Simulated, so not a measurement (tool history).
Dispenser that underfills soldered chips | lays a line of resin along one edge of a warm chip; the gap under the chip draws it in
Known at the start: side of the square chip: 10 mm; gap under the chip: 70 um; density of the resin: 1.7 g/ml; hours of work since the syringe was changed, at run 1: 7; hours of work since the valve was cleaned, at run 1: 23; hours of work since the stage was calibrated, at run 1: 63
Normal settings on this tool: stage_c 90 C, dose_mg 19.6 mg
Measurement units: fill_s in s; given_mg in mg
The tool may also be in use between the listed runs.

run   hour  stage_c  dose_mg  hours of work since the syringe was changed  hours of work since the valve was cleaned  hours of work since the stage was calibrated  fill_s  given_mg
  1      0       90     19.6                                            7                                         23                                            63      29     19.21
       5.4  -- new syringe of resin
  2    6.9       90     17.2                                            1                                         27                                            68    24.1     17.08
  3   12.7       90     17.2                                            5                                         31                                            71    28.7     16.85
  4   17.9       90     18.2                                            8                                         34                                            75    31.4     17.82
      21.4  -- new syringe of resin
  5   22.8       90     18.2                                            1                                         38                                            78    25.4     17.64
  6   27.2       90     23.6                                            4                                         41                                            81    26.3     23.08
  7   33.1       90     19.6                                            8                                         45                                            85    30.9     19.03
      37.7  -- new syringe of resin
  8   40.9       76     19.6                                            2                                         50                                            90    41.1     18.96
  9   44.5       76     17.1                                            5                                         52                                            92    44.7     16.55
 10   51.9       76     17.1                                           10                                         57                                            97    52.8     16.57
      53.7  -- new syringe of resin
 11   56.5       90     24.8                                            2                                         60                                           100      24     23.69
 12   62.5       90     24.8                                            6                                         64                                           104    27.2     23.76
 13   66.5       90     19.6                                            9                                         67                                           107    30.4     18.86
      69.6  -- new syringe of resin
 14   70.6       93     19.6                                            1                                         69                                           110    22.1     18.66
 15   77.6       90       19                                            5                                         74                                           114    27.6     18.12
 16   81.9       97     21.7                                            8                                         77                                           117    25.2     20.54
      85.6  -- new syringe of resin
 17   89.6       97     21.7                                            3                                         82                                           122    20.1     20.43
 18   94.2       94     18.8                                            6                                         85                                           125    24.3     17.74
 19   97.8       94     18.8                                            8                                         87                                           128    26.9     17.78
     101.6  -- new syringe of resin
 20  101.9       92     19.4                                            0                                         90                                           130    22.1     18.25
 21  107.9       92     19.4                                            4                                         94                                           134    24.8     18.26
 22  111.3       94     20.5                                            7                                         96                                           137    26.4     19.24
 23  116.8       97       23                                           10                                        100                                           140    26.2     21.46
     117.4  -- new syringe of resin
 24  120.2      100       17                                            2                                        102                                           142    18.2     15.93
 25  124.7       87     19.9                                            5                                        105                                           145    29.9      18.4
 26  128.6       87     19.9                                            8                                        108                                           148    32.3     18.37
     133.4  -- new syringe of resin
 27  133.8       95     18.8                                            0                                        111                                           151    19.6     17.42
 28  138.7       97       19                                            4                                        114                                           155    20.1     17.45
 29  146.1       97       19                                            9                                        119                                           160    25.3     17.47
     147.6  -- dispensing valve cleaned and set on the balance
     150.5  -- new syringe of resin
 30  150.9       92     21.6                                            0                                          2                                           162    21.6     21.58

Forecast each of these 5 alternatives for the next run:
  A  157.5       88     21.6                                            5                                          6                                           166       ?         ?
  B  157.5      101     24.6                                            5                                          6                                           166       ?         ?
  C  157.5      102     21.7                                            5                                          6                                           166       ?         ?
  D  157.5       89     21.6                                            5                                          6                                           166       ?         ?
  E  157.5       91     19.3                                            5                                          6                                           166       ?         ?

run  fill_s  given_mg
  A    28.3     21.51
  B    18.9     24.57
  C    18.6     21.62
  D    27.5     21.46
  E    26.1     19.21
Stripped of hidden state, with their random variation kept, the same runs would have yielded:
run  fill_s  given_mg
  A    25.2     21.63
  B    16.8      24.7
  C    16.5     21.74
  D    24.5     21.58
  E    23.2     19.32
